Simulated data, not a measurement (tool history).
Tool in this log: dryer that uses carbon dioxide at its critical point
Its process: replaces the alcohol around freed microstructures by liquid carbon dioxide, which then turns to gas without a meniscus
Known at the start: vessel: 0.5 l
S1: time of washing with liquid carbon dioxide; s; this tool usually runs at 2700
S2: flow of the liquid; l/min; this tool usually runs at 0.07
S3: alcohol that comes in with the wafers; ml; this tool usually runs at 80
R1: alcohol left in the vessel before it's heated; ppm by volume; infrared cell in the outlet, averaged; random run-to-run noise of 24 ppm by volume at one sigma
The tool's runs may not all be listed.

{"run": 1, "hour": 0.0, "S1": 2700, "S2": 0.07, "S3": 80, "R1": 1816}
{"run": 2, "hour": 14.0, "S1": 2700, "S2": 0.07, "S3": 80, "R1": 1822}
{"run": 3, "hour": 32.4, "S1": 2700, "S2": 0.07, "S3": 20, "R1": 495}
{"run": 4, "hour": 49.6, "S1": 2700, "S2": 0.07, "S3": 20, "R1": 506}
{"run": 5, "hour": 69.3, "S1": 3420, "S2": 0.07, "S3": 80, "R1": 637}
{"run": 6, "hour": 83.3, "S1": 2700, "S2": 0.07, "S3": 80, "R1": 1949}
{"run": 7, "hour": 100.6, "S1": 2700, "S2": 0.07, "S3": 80, "R1": 2061}
{"run": 8, "hour": 112.8, "S1": 2700, "S2": 0.07, "S3": 80, "R1": 2110}
{"run": 9, "hour": 128.6, "S1": 2700, "S2": 0.07, "S3": 80, "R1": 2181}
{"run": 10, "hour": 139.8, "S1": 2700, "S2": 0.07, "S3": 80, "R1": 2208}
{"run": 11, "hour": 160.2, "S1": 2580, "S2": 0.0766, "S3": 35, "R1": 835}
{"run": 12, "hour": 178.4, "S1": 2700, "S2": 0.1185, "S3": 35, "R1": 95}
{"run": 13, "hour": 189.8, "S1": 2700, "S2": 0.1185, "S3": 35, "R1": 97}
{"run": 14, "hour": 201.7, "S1": 2700, "S2": 0.0446, "S3": 99, "R1": 13616}
{"run": 15, "hour": 217.2, "S1": 3360, "S2": 0.07, "S3": 71, "R1": 794}
{"run": 16, "hour": 235.0, "S1": 4080, "S2": 0.07, "S3": 80, "R1": 345}
{"run": 17, "hour": 250.2, "S1": 3420, "S2": 0.0472, "S3": 80, "R1": 4748}
{"run": 18, "hour": 270.9, "S1": 3420, "S2": 0.0472, "S3": 80, "R1": 4838}
{"run": 19, "hour": 290.6, "S1": 3420, "S2": 0.0832, "S3": 80, "R1": 375}

Consider 3 possible next runs. They are alternatives, not a sequence: every one starts from the tool as it was left by run 19. What does each give?
{"run": "A", "hour": 302.4, "S1": 2880, "S2": 0.1063, "S3": 44, "R1": "?"}
{"run": "B", "hour": 302.4, "S1": 2520, "S2": 0.07, "S3": 80, "R1": "?"}
{"run": "C", "hour": 302.4, "S1": 3000, "S2": 0.0475, "S3": 101, "R1": "?"}

run=A R1=175
run=B R1=3521
run=C R1=9346
Without the tool's unlogged condition, the same runs would have read:
run=A R1=51
run=B R1=2132
run=C R1=6305
